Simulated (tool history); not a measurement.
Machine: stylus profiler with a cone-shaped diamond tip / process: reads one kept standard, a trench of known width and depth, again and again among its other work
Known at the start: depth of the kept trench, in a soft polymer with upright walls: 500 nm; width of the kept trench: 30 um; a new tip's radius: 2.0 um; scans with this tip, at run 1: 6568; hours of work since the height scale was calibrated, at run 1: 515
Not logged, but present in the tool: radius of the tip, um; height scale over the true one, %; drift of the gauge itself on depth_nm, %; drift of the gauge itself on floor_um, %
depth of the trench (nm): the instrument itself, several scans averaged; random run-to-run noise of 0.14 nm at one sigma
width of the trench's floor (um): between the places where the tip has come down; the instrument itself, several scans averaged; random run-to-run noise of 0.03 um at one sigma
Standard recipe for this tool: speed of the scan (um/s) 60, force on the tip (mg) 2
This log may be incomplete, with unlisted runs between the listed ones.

run	hour	speed of the scan (um/s)	force on the tip (mg)	scans with this tip	hours of work since the height scale was calibrated	depth of the trench (nm)	width of the trench's floor (um)
1	0	60	2	6568	515	507.26	27.04
2	16.7	60	2	6736	528	506.96	27.06
3	28	60	2	6848	537	507.01	27.12
4	37.1	60	2	6940	544	506.95	27.02
5	49.9	22	2	7068	554	507.07	27.27
6	57.4	22	2	7143	560	507.16	27.2
7	73.4	22	2	7305	572	506.88	27.24
8	83	22	2	7401	580	507.18	27.23
9	95	22	2	7521	589	507.11	27.25
10	105.8	22	2	7630	598	507.26	27.28
11	117	22	2	7742	607	507.2	27.21
12	126	22	4.68	7832	614	512.45	27.29
13	133.1	22	4.68	7903	619	512.39	27.3
14	140.1	22	5.11	7974	625	513.17	27.3
15	151.5	22	5.11	8089	634	513.18	27.27
16	162.1	22	5.11	8195	642	513.4	27.27
17	173.8	60	2.5	8312	651	507.98	27.06
18	190.2	60	2.5	8477	664	508.27	27.04
19	199.3	60	0.76	8568	671	503.84	26.83
20	211.1	17	2.76	8687	681	508.97	27.31
21	223.5	78	1.77	8811	690	506.34	26.9
22	238.8	78	1.77	8964	702	506.57	26.96
23	252.2	78	5.59	9099	713	514.16	27.06
24	259.6	168	2.19	9173	719	507.71	26.49
25	267.9	45	2.63	9257	725	508.71	27.15
26	280.8	30	0.95	9386	735	504.51	27.16
27	287.7	115	2	9456	741	507.11	26.73
28	295.1	229	2.34	9530	747	507.76	26.24
29	304.3	60	0.92	9622	754	504.19	26.88
30	313.1	47	3.93	9710	761	511.19	27.15
31	320.4	28	0.94	9784	766	504.09	27.11
32	330.2	81	2	9882	774	507.09	26.94
33	346.4	81	2	10045	787	507.05	26.89
34	360.7	81	2	10188	798	506.97	26.87
35	371.3	81	2	10295	807	506.96	26.93
36	380.4	81	2	10386	814	507.06	26.9
37	392.1	37	1.96	10504	823	506.89	27.12
38	402.1	37	1.96	10604	831	507.11	27.15

Forecast each of these 3 alternatives for the next run:
A	412.8	37	2.99	10712	839	?	?
B	412.8	139	4.12	10712	839	?	?
C	412.8	54	1.98	10712	839	?	?

run	depth of the trench (nm)	width of the trench's floor (um)
A	509.46	27.19
B	511.38	26.83
C	507.09	27.06
The same runs, with their run-to-run variation unchanged, on a tool lacking any hidden condition would have given:
run	depth of the trench (nm)	width of the trench's floor (um)
A	509.47	27.19
B	511.39	26.84
C	507.1	27.07

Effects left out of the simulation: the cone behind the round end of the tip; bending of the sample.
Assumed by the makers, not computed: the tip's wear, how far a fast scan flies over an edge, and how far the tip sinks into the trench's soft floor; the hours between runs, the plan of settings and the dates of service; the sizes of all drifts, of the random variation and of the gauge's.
